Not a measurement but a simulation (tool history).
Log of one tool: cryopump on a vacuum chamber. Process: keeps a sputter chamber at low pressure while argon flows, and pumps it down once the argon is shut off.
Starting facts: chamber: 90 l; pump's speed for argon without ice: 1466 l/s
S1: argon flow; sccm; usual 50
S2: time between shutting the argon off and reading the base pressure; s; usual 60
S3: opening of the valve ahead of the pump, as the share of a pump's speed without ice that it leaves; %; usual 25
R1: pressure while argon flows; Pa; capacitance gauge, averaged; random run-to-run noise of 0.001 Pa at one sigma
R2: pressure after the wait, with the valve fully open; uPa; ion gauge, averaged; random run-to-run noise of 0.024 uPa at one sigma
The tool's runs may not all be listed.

run   hour  S1   S2  S3      R1    R2
  1    0.0  50   60  25  0.2384  1.02
  2   19.9  34   60  25  0.1622  1.04
  3   55.0  34   60  25  0.1616  0.98
  4   71.8  50   60  25  0.2382  1.00
  5  104.5  50   60  25  0.2380  1.01
  6  129.8  50   60  25  0.2401  1.01
  7  162.3  50   60  25  0.2396  1.01
  8  177.6  58   60  25  0.2769  1.05
  9  196.5  50   26  25  0.2404  1.90
 10  226.0  50   26  25  0.2384  2.00
 11  242.0  50   26  25  0.2393  1.95
 12  259.2  50   26  25  0.2415  1.96
 13  283.9  50   26  25  0.2406  2.00
 14  316.4  50   26  25  0.2405  1.98
 15  346.5  50  281  25  0.2410  0.48
 16  374.2  50  281  25  0.2420  0.48
 17  400.7  50  281  53  0.1181  0.48
 18  433.4  50   50  55  0.1169  1.24
 19  450.2  29   36  43  0.0840  1.57
 20  465.8  70   28  50  0.1786  1.89
 21  488.3  70   28  50  0.1800  1.90
 22  512.9  70   28  50  0.1799  1.86
 23  536.4  70   28  50  0.1808  1.92
 24  555.1  29   28  28  0.1268  1.83
 25  589.9  42   31  41  0.1304  1.77
 26  616.7  65  174  26  0.3080  0.61
 27  631.7  65  174  26  0.3073  0.58
 28  647.8  65  174  26  0.3079  0.66
 29  679.9  78   95  15  0.6220  0.78
 30  700.7  99   21  18  0.6671  2.47
 31  718.6  99   21  38  0.3321  2.47
 32  734.0  99   21  38  0.3328  2.40
 33  749.9  50   55  41  0.1572  1.15
 34  770.3  64   55  20  0.3874  1.16

Forecast each of these 4 alternatives for the next run:
  A  797.0  64  55  20   ?   ?
  B  797.0  64  34  20   ?   ?
  C  797.0  64  52  20   ?   ?
  D  797.0  21  55  20   ?   ?

run      R1    R2
  A  0.3893  1.18
  B  0.3921  1.63
  C  0.3890  1.21
  D  0.1288  1.11
What these runs would have given with no unlogged condition in the tool:
run      R1    R2
  A  0.3679  1.01
  B  0.3706  1.45
  C  0.3675  1.03
  D  0.1217  0.94
